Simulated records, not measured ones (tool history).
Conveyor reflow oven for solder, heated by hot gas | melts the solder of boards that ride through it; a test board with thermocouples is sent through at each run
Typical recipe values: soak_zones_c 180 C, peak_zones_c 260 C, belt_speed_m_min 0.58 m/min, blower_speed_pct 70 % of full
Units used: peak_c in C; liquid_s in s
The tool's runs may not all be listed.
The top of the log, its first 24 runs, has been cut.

run,hour,soak_zones_c,peak_zones_c,belt_speed_m_min,blower_speed_pct,hours of work since the flux was cleaned out,hours of work since the belt drive was overhauled,hours of work since the thermocouples were changed,peak_c,liquid_s
25,418.6,181,260,0.58,80,185,687,389,247.3,54.5
26,432.3,190,256,0.58,83,194,695,397,245.1,57.7
27,456.8,190,256,0.58,83,208,710,412,244.7,57.1
28,477.4,181,256,0.55,53,221,722,424,238.7,47.6
# hour 486.5: flux residue cleaned out of gas plates and filters
29,504.4,180,267,0.528,70,11,736,438,254.5,65.7
30,525.8,180,267,0.528,70,24,749,451,254.8,65.2
31,547.3,180,274,0.582,64,37,762,464,256.1,59.5
32,567.5,180,257,0.645,69,49,774,476,239.7,41.3

3 options for the next run, each taken on its own from the tool as it stands now. Forecast them:
A,594.3,182,257,0.645,63,65,790,492,?,?
B,594.3,180,249,0.58,70,65,790,492,?,?
C,594.3,180,265,0.657,64,65,790,492,?,?

run,peak_c,liquid_s
A,238.6,40.5
B,235.9,43.5
C,244.9,43.7
Had the tool no hidden state, the same runs would have come out as:
run,peak_c,liquid_s
A,239.2,40.2
B,236.5,43.4
C,245.4,43.2
